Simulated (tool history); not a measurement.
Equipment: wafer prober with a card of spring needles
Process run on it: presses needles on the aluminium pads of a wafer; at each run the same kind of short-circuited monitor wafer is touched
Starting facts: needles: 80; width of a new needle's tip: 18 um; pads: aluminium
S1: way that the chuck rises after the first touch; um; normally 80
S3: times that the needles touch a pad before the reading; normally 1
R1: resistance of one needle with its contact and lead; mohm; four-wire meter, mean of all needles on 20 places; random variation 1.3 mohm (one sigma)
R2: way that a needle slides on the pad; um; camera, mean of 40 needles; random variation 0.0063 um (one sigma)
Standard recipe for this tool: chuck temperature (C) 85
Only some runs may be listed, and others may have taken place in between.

Run 1, day 0: usual settings. Result: R1 176 mohm, R2 9.933 um.
At day 0.392: tips cleaned on abrasive film.
At day 0.646: height of the first contact set anew.
At day 1.121: tips cleaned on abrasive film.
Run 2, day 1.538: usual settings but S3 2. Result: R1 153 mohm, R2 9.89 um.
At day 1.875: tips cleaned on abrasive film.
Run 3, day 2.554: usual settings but S3 2. Result: R1 154 mohm, R2 9.876 um.
At day 2.733: tips cleaned on abrasive film.
At day 3.521: tips cleaned on abrasive film.
Run 4, day 3.846: usual settings but S3 2. Result: R1 152 mohm, R2 9.848 um.
At day 4.288: tips cleaned on abrasive film.
At day 5.104: tips cleaned on abrasive film.
Run 5, day 5.183: usual settings. Result: R1 139 mohm, R2 9.834 um.
At day 5.954: tips cleaned on abrasive film.
Run 6, day 6.225: usual settings but S1 97 um. Result: R1 152 mohm, R2 11.942 um.
At day 6.408: height of the first contact set anew.
At day 6.708: tips cleaned on abrasive film.
Run 7, day 7.317: usual settings but S1 96 um. Result: R1 161 mohm, R2 11.985 um.
At day 7.412: tips cleaned on abrasive film.
At day 8.208: tips cleaned on abrasive film.
At day 8.975: tips cleaned on abrasive film.
Run 8, day 9.288: usual settings but chuck temperature (C) 83. Result: R1 170 mohm, R2 9.948 um.
At day 9.8: tips cleaned on abrasive film.
Run 9, day 10.358: usual settings but chuck temperature (C) 83. Result: R1 181 mohm, R2 9.943 um.
At day 10.629: tips cleaned on abrasive film.
At day 11.046: height of the first contact set anew, once more.
Run 10, day 11.208: usual settings. Result: R1 185 mohm, R2 10.001 um.
At day 11.338: tips cleaned on abrasive film.
At day 12.196: tips cleaned on abrasive film.
At day 12.938: tips cleaned on abrasive film.
Run 11, day 13.058: usual settings. Result: R1 145 mohm, R2 9.959 um.
At day 13.712: tips cleaned on abrasive film.
At day 14.5: tips cleaned on abrasive film.
Run 12, day 14.808: usual settings but S3 2. Result: R1 149 mohm, R2 9.936 um.
At day 15.246: tips cleaned on abrasive film.
Run 13, day 15.829: usual settings but S1 61 um. Result: R1 237 mohm, R2 7.562 um.
At day 15.975: tips cleaned on abrasive film.
At day 16.833: tips cleaned on abrasive film.
At day 16.846: height of the first contact set anew.
At day 17.592: tips cleaned on abrasive film.
Run 14, day 17.854: usual settings. Result: R1 164 mohm, R2 9.978 um.
At day 18.325: tips cleaned on abrasive film.
At day 19.092: tips cleaned on abrasive film.
Run 15, day 19.529: usual settings but S3 2. Result: R1 147 mohm, R2 9.963 um.
At day 19.854: tips cleaned on abrasive film.
At day 20.621: tips cleaned on abrasive film.
Run 16, day 20.883: usual settings but S3 2. Result: R1 141 mohm, R2 9.94 um.
At day 21.425: tips cleaned on abrasive film.
Run 17, day 21.942: usual settings but chuck temperature (C) 90. Result: R1 184 mohm, R2 9.942 um.
At day 22.217: tips cleaned on abrasive film.
At day 22.612: height of the first contact set anew.
Run 18, day 22.833: usual settings but S1 75 um, chuck temperature (C) 36. Result: R1 200 mohm, R2 9.364 um.
At day 22.946: tips cleaned on abrasive film.
At day 23.762: tips cleaned on abrasive film.
Run 19, day 23.762: usual settings but S1 86 um, chuck temperature (C) 112. Result: R1 119 mohm, R2 10.723 um.
At day 24.55: tips cleaned on abrasive film.
Run 20, day 24.662: usual settings but S1 70 um, chuck temperature (C) 112, S3 2. Result: R1 140 mohm, R2 8.709 um.
At day 25.333: tips cleaned on abrasive film.
At day 26.067: tips cleaned on abrasive film.
Run 21, day 26.533: usual settings but S1 83 um, chuck temperature (C) 82, S3 3. Result: R1 138 mohm, R2 10.324 um.
At day 26.812: tips cleaned on abrasive film.
At day 27.512: tips cleaned on abrasive film.
At day 28.342: tips cleaned on abrasive film.
At day 28.354: height of the first contact set anew.
Run 22, day 28.404: usual settings but S1 83 um, chuck temperature (C) 63, S3 3. Result: R1 117 mohm, R2 10.366 um.
At day 29.054: tips cleaned on abrasive film.
At day 29.842: tips cleaned on abrasive film.
Run 23, day 29.875: usual settings but chuck temperature (C) 27. Result: R1 122 mohm, R2 9.964 um.

Run 24 is up next; what results do you expect?
At day 30.579: tips cleaned on abrasive film.
At day 31.362: tips cleaned on abrasive film.
Run 24, day 31.554: usual settings but chuck temperature (C) 27. Result: R1 ?, R2 ?.

{"run 24": {"R1": 159, "R2": 9.941}}
Minus the tool's unlogged condition, the same run would have read R1 105 mohm, R2 9.99 um.
